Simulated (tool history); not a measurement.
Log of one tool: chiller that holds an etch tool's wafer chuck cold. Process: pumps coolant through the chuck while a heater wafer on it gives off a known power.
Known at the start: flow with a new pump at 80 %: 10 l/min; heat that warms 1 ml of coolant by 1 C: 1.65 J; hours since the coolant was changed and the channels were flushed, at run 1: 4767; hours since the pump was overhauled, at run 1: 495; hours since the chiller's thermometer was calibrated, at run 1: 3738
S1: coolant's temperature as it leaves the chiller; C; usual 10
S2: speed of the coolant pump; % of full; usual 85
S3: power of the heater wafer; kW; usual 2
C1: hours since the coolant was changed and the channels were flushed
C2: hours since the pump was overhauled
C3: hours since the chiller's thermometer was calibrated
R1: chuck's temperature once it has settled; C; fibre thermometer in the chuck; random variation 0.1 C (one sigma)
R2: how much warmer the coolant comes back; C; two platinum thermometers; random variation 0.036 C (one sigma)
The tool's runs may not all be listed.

| run | hour | S1 | S2 | S3 | C1 | C2 | C3 | R1 | R2 |
|---|---|---|---|---|---|---|---|---|---|
| 1 | 0 | 10 | 85 | 2 | 4767 | 495 | 3738 | 24.7 | 6.78 |
|  | 40.9 | chiller's thermometer calibrated |
| 2 | 59.7 | 10 | 93 | 2 | 4825 | 553 | 19 | 23.4 | 6.18 |
| 3 | 88.6 | 10 | 93 | 2 | 4854 | 582 | 48 | 23.3 | 6.2 |
| 4 | 140.5 | 10 | 85 | 2 | 4906 | 634 | 100 | 24.6 | 6.87 |
| 5 | 176.2 | 10 | 85 | 2 | 4942 | 670 | 135 | 24.7 | 6.85 |
| 6 | 206.3 | 10 | 85 | 2 | 4972 | 700 | 165 | 24.6 | 6.85 |
| 7 | 264.6 | 10 | 85 | 2 | 5030 | 758 | 224 | 24.7 | 6.91 |
| 8 | 321.3 | 10 | 85 | 2 | 5087 | 815 | 280 | 24.7 | 6.98 |
| 9 | 350.9 | 10 | 85 | 2 | 5117 | 845 | 310 | 24.7 | 6.98 |
| 10 | 385.9 | 10 | 85 | 2 | 5152 | 880 | 345 | 24.7 | 7.06 |
| 11 | 432.5 | 10 | 85 | 2 | 5198 | 926 | 392 | 24.8 | 6.99 |
| 12 | 464.5 | 10 | 85 | 1.868 | 5230 | 958 | 424 | 23.8 | 6.62 |
| 13 | 514.3 | 10 | 85 | 1.868 | 5280 | 1008 | 473 | 23.7 | 6.6 |
| 14 | 571.1 | 7 | 85 | 2 | 5337 | 1065 | 530 | 21.7 | 7.08 |
|  | 601.1 | gauge calibrated |
| 15 | 613 | 10 | 85 | 2 | 5379 | 1107 | 572 | 24.7 | 6.82 |
| 16 | 638.3 | 10 | 85 | 2 | 5404 | 1132 | 597 | 24.6 | 6.78 |
| 17 | 674.5 | 12 | 76 | 1.845 | 5440 | 1168 | 634 | 27.2 | 7.17 |
| 18 | 698.7 | 1 | 82 | 2.568 | 5464 | 1192 | 658 | 20.5 | 9.17 |
| 19 | 726.5 | 10 | 68 | 1.422 | 5492 | 1220 | 686 | 22.9 | 6.19 |
| 20 | 783.9 | 10 | 68 | 1.422 | 5549 | 1277 | 743 | 22.8 | 6.33 |
| 21 | 829.7 | 10 | 68 | 1.422 | 5595 | 1323 | 789 | 22.7 | 6.24 |
| 22 | 862.5 | 10 | 73 | 2.418 | 5628 | 1356 | 822 | 30.4 | 9.82 |
| 23 | 916.6 | 10 | 71 | 1.946 | 5682 | 1410 | 876 | 26.9 | 8.25 |
| 24 | 957.8 | 10 | 83 | 2.99 | 5723 | 1451 | 917 | 32.5 | 10.62 |
| 25 | 993.7 | 10 | 65 | 2.981 | 5759 | 1487 | 953 | 38.5 | 13.69 |
| 26 | 1047.5 | 17 | 65 | 1.205 | 5813 | 1541 | 1007 | 28.6 | 5.72 |
| 27 | 1090.4 | 17 | 65 | 1.205 | 5856 | 1584 | 1049 | 28.3 | 5.71 |
| 28 | 1132.6 | 17 | 65 | 1.205 | 5898 | 1626 | 1092 | 28.6 | 5.74 |
| 29 | 1158.8 | 16 | 63 | 2 | 5924 | 1652 | 1118 | 35.6 | 9.79 |
| 30 | 1198 | 16 | 63 | 2 | 5964 | 1692 | 1157 | 35.6 | 9.74 |
| 31 | 1248.9 | 9 | 63 | 2.234 | 6015 | 1743 | 1208 | 30.7 | 10.89 |

5 ways to go on from here, each from the tool as it stands after run 31. What would each give?
| A | 1281.3 | 19 | 78 | 2.226 | 6047 | 1775 | 1240 | ? | ? |
| B | 1281.3 | 6 | 95 | 1.199 | 6047 | 1775 | 1240 | ? | ? |
| C | 1281.3 | 9 | 63 | 2.317 | 6047 | 1775 | 1240 | ? | ? |
| D | 1281.3 | 17 | 64 | 1.448 | 6047 | 1775 | 1240 | ? | ? |
| E | 1281.3 | 19 | 79 | 2.044 | 6047 | 1775 | 1240 | ? | ? |

| run | R1 | R2 |
|---|---|---|
| A | 37 | 8.65 |
| B | 13.9 | 3.92 |
| C | 31.7 | 11.22 |
| D | 31.2 | 7.1 |
| E | 35 | 7.87 |
Without the tool's hidden state the same runs would have given:
| run | R1 | R2 |
|---|---|---|
| A | 37 | 8.32 |
| B | 13.9 | 3.6 |
| C | 31.7 | 10.9 |
| D | 31.1 | 6.78 |
| E | 34.9 | 7.54 |
